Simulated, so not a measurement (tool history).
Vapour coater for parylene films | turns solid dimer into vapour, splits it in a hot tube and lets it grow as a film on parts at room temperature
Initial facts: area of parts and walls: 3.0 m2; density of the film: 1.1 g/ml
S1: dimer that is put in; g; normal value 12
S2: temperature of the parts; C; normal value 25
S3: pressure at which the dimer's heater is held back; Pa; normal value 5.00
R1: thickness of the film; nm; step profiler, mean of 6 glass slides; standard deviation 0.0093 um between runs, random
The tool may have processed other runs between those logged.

run 1 hour=0.0 | S1=12 S2=25 S3=5.00 | R1=1988
run 2 hour=21.1 | S1=12 S2=25 S3=5.00 | R1=1961
run 3 hour=40.3 | S1=12 S2=25 S3=5.00 | R1=1969
run 4 hour=53.0 | S1=12 S2=32 S3=5.00 | R1=1534
run 5 hour=69.9 | S1=12 S2=32 S3=5.00 | R1=1534
run 6 hour=90.3 | S1=12 S2=32 S3=5.00 | R1=1538
run 7 hour=102.7 | S1=12 S2=32 S3=3.75 | R1=1566
run 8 hour=119.1 | S1=5 S2=25 S3=5.00 | R1=808
run 9 hour=130.3 | S1=5 S2=25 S3=5.00 | R1=830
run 10 hour=146.4 | S1=5 S2=25 S3=5.00 | R1=837
run 11 hour=158.2 | S1=5 S2=25 S3=5.00 | R1=815
run 12 hour=178.3 | S1=5 S2=25 S3=5.00 | R1=821
run 13 hour=190.8 | S1=14 S2=25 S3=5.00 | R1=2304
run 14 hour=212.6 | S1=14 S2=25 S3=5.00 | R1=2323
run 15 hour=222.6 | S1=14 S2=25 S3=5.00 | R1=2329
run 16 hour=243.9 | S1=14 S2=25 S3=5.00 | R1=2304
run 17 hour=258.4 | S1=14 S2=25 S3=5.00 | R1=2308
run 18 hour=272.4 | S1=14 S2=25 S3=5.00 | R1=2291
-- hour=283.5 trap's valve overhauled
run 19 hour=298.1 | S1=12 S2=25 S3=5.00 | R1=1974
run 20 hour=309.0 | S1=5 S2=25 S3=5.00 | R1=813
run 21 hour=328.1 | S1=5 S2=25 S3=5.00 | R1=816
run 22 hour=347.8 | S1=5 S2=25 S3=5.00 | R1=820
run 23 hour=366.9 | S1=12 S2=25 S3=5.00 | R1=1987
run 24 hour=389.5 | S1=12 S2=25 S3=5.00 | R1=1986
run 25 hour=407.2 | S1=12 S2=25 S3=5.00 | R1=1990
run 26 hour=417.9 | S1=13 S2=19 S3=9.60 | R1=2531
run 27 hour=436.1 | S1=9 S2=34 S3=5.00 | R1=1081
run 28 hour=445.8 | S1=12 S2=31 S3=5.00 | R1=1596
run 29 hour=466.9 | S1=18 S2=31 S3=2.66 | R1=2509
run 30 hour=476.8 | S1=8 S2=31 S3=2.66 | R1=1119
run 31 hour=492.4 | S1=8 S2=31 S3=2.66 | R1=1121
run 32 hour=505.9 | S1=8 S2=31 S3=2.66 | R1=1114
run 33 hour=527.3 | S1=8 S2=31 S3=2.66 | R1=1116
run 34 hour=542.3 | S1=12 S2=19 S3=3.53 | R1=2520
run 35 hour=553.3 | S1=21 S2=25 S3=2.89 | R1=3615
run 36 hour=565.0 | S1=5 S2=25 S3=3.25 | R1=859
run 37 hour=583.4 | S1=14 S2=28 S3=3.01 | R1=2159
run 38 hour=594.5 | S1=12 S2=33 S3=6.82 | R1=1446
run 39 hour=613.4 | S1=16 S2=19 S3=4.68 | R1=3285
run 40 hour=625.8 | S1=16 S2=19 S3=4.68 | R1=3300
run 41 hour=645.4 | S1=16 S2=19 S3=4.68 | R1=3263
run 42 hour=656.8 | S1=16 S2=19 S3=4.68 | R1=3304
run 43 hour=671.2 | S1=16 S2=19 S3=4.68 | R1=3287
run 44 hour=687.1 | S1=16 S2=21 S3=2.82 | R1=3151
run 45 hour=709.8 | S1=17 S2=33 S3=11.44 | R1=1986
run 46 hour=721.4 | S1=17 S2=21 S3=4.60 | R1=3267
run 47 hour=732.1 | S1=17 S2=25 S3=5.00 | R1=2813

What if the next run were any one of these 3? Each begins from the tool's condition after run 47:
-- hour=746.9 table's thermometer calibrated
run A hour=748.4 | S1=11 S2=31 S3=9.04 | R1=?
-- hour=746.9 table's thermometer calibrated
run B hour=748.4 | S1=17 S2=24 S3=5.47 | R1=?
-- hour=746.9 table's thermometer calibrated
run C hour=748.4 | S1=17 S2=25 S3=5.15 | R1=?

run=A R1=1416
run=B R1=2879
run=C R1=2786
Had the tool no hidden state, the same runs would have come out as:
run=A R1=1419
run=B R1=2886
run=C R1=2793
